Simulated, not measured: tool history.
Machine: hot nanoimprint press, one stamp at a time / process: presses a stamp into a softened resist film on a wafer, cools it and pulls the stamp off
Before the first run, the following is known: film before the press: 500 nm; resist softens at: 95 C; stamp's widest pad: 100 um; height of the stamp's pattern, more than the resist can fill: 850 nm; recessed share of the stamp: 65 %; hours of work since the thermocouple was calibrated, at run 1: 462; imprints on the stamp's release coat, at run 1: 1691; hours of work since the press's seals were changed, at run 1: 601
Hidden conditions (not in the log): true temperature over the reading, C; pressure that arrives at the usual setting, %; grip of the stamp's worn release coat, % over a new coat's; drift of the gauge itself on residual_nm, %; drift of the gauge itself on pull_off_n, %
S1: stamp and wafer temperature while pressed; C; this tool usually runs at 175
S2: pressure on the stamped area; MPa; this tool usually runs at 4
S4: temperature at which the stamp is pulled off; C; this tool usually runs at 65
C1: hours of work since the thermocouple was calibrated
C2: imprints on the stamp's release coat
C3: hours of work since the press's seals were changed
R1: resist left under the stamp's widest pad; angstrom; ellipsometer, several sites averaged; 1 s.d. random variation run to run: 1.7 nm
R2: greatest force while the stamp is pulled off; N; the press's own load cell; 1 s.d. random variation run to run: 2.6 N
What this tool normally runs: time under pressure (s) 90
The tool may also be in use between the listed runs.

Run 1, hour 0: usual settings; C1 462; C2 1691; C3 601. Result: R1 2967 angstrom, R2 183 N.
Run 2, hour 37.1: usual settings; C1 477; C2 1776; C3 616. Result: R1 2980 angstrom, R2 187 N.
At hour 66.9: stamp cleaned and given a new release coat.
Run 3, hour 85.3: usual settings but S2 2.85 MPa; C1 494; C2 42; C3 634. Result: R1 3318 angstrom, R2 132 N.
At hour 104.2: plate thermocouple calibrated.
Run 4, hour 117.1: usual settings but S2 2.85 MPa; C1 5; C2 108; C3 645. Result: R1 3381 angstrom, R2 132 N.
Run 5, hour 145.2: usual settings but S2 2.85 MPa; C1 17; C2 171; C3 657. Result: R1 3388 angstrom, R2 136 N.
Run 6, hour 165.5: usual settings but S2 2.85 MPa; C1 25; C2 218; C3 665. Result: R1 3343 angstrom, R2 133 N.
Run 7, hour 184.3: usual settings but S1 183 C, S2 3.39 MPa; C1 33; C2 260; C3 673. Result: R1 2543 angstrom, R2 134 N.
Run 8, hour 211.6: usual settings but S2 4.24 MPa, time under pressure (s) 73, S4 70 C; C1 44; C2 322; C3 684. Result: R1 3141 angstrom, R2 126 N.
At hour 225.3: plate thermocouple calibrated, once more.
Run 9, hour 255.9: usual settings but S2 3.62 MPa, time under pressure (s) 79, S4 51 C; C1 13; C2 416; C3 701. Result: R1 3043 angstrom, R2 172 N.
Run 10, hour 281.9: usual settings but S1 171 C, S2 5.55 MPa, time under pressure (s) 120, S4 56 C; C1 23; C2 475; C3 711. Result: R1 2539 angstrom, R2 161 N.
Run 11, hour 320.8: usual settings but S1 176 C, S2 3.65 MPa, time under pressure (s) 120, S4 56 C; C1 39; C2 563; C3 727. Result: R1 2570 angstrom, R2 159 N.
Run 12, hour 341.3: usual settings but S1 170 C, S2 4.66 MPa; C1 47; C2 610; C3 735. Result: R1 3047 angstrom, R2 134 N.

What would each run have given without the hidden state, its run-to-run variation left as it was?
run    R1   R2
  1  2737  119
  2  2744  121
  3  3093  125
  4  3122  122
  5  3125  124
  6  3080  120
  7  2299  119
  8  2846  110
  9  2984  156
 10  2451  143
 11  2503  139
 12  2959  115

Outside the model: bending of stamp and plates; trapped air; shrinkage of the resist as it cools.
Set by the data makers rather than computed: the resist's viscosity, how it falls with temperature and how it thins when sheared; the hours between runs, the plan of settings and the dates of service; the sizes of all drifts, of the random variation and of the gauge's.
